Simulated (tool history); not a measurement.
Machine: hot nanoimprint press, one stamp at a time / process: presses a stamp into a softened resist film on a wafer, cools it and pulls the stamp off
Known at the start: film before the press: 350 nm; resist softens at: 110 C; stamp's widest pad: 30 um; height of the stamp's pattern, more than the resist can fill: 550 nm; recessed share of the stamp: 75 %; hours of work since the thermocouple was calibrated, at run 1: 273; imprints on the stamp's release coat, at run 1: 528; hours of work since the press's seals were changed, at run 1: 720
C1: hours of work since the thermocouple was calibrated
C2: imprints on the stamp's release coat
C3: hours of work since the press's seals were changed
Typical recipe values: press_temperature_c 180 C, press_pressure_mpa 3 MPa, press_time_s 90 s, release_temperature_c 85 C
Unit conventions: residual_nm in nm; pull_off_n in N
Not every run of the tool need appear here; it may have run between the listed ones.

run 1 hour=0 | press_temperature_c=180 press_pressure_mpa=3 press_time_s=90 release_temperature_c=85 | C1=273 C2=528 C3=720 | residual_nm=131.2 pull_off_n=180
run 2 hour=18.2 | press_temperature_c=180 press_pressure_mpa=3 press_time_s=90 release_temperature_c=85 | C1=287 C2=573 C3=734 | residual_nm=133.2 pull_off_n=179
run 3 hour=42.2 | press_temperature_c=180 press_pressure_mpa=3 press_time_s=90 release_temperature_c=85 | C1=305 C2=632 C3=752 | residual_nm=132 pull_off_n=184
-- hour=62.4 stamp cleaned and given a new release coat
run 4 hour=67.5 | press_temperature_c=180 press_pressure_mpa=3 press_time_s=90 release_temperature_c=85 | C1=319 C2=12 C3=766 | residual_nm=133.2 pull_off_n=166
-- hour=87.1 plate thermocouple calibrated
run 5 hour=94.8 | press_temperature_c=169 press_pressure_mpa=3 press_time_s=90 release_temperature_c=85 | C1=6 C2=72 C3=784 | residual_nm=179.6 pull_off_n=162
run 6 hour=119.3 | press_temperature_c=169 press_pressure_mpa=3 press_time_s=90 release_temperature_c=85 | C1=24 C2=133 C3=803 | residual_nm=179.3 pull_off_n=163
run 7 hour=138.4 | press_temperature_c=179 press_pressure_mpa=3.14 press_time_s=50 release_temperature_c=90 | C1=38 C2=180 C3=817 | residual_nm=164.8 pull_off_n=145
run 8 hour=158.9 | press_temperature_c=168 press_pressure_mpa=2 press_time_s=56 release_temperature_c=85 | C1=54 C2=231 C3=832 | residual_nm=250.7 pull_off_n=165
run 9 hour=171.2 | press_temperature_c=168 press_pressure_mpa=2 press_time_s=56 release_temperature_c=85 | C1=63 C2=261 C3=841 | residual_nm=248.7 pull_off_n=174
run 10 hour=191 | press_temperature_c=168 press_pressure_mpa=2.84 press_time_s=76 release_temperature_c=87 | C1=78 C2=311 C3=856 | residual_nm=202.1 pull_off_n=160
run 11 hour=209.8 | press_temperature_c=180 press_pressure_mpa=3 press_time_s=58 release_temperature_c=85 | C1=92 C2=357 C3=870 | residual_nm=152.2 pull_off_n=168

Alternative continuations, all from the tool just after run 11; predict every row:
run A hour=234.9 | press_temperature_c=180 press_pressure_mpa=3 press_time_s=48 release_temperature_c=85 | C1=110 C2=419 C3=889 | residual_nm=? pull_off_n=?
run B hour=234.9 | press_temperature_c=180 press_pressure_mpa=3 press_time_s=58 release_temperature_c=92 | C1=110 C2=419 C3=889 | residual_nm=? pull_off_n=?
run C hour=234.9 | press_temperature_c=178 press_pressure_mpa=3.31 press_time_s=52 release_temperature_c=85 | C1=110 C2=419 C3=889 | residual_nm=? pull_off_n=?

run=A residual_nm=165.8 pull_off_n=179
run=B residual_nm=154.2 pull_off_n=143
run=C residual_nm=163.8 pull_off_n=175
With the hidden condition removed and each run's random variation left untouched, the same runs would have given:
run=A residual_nm=159.7 pull_off_n=168
run=B residual_nm=148.4 pull_off_n=134
run=C residual_nm=157.2 pull_off_n=165
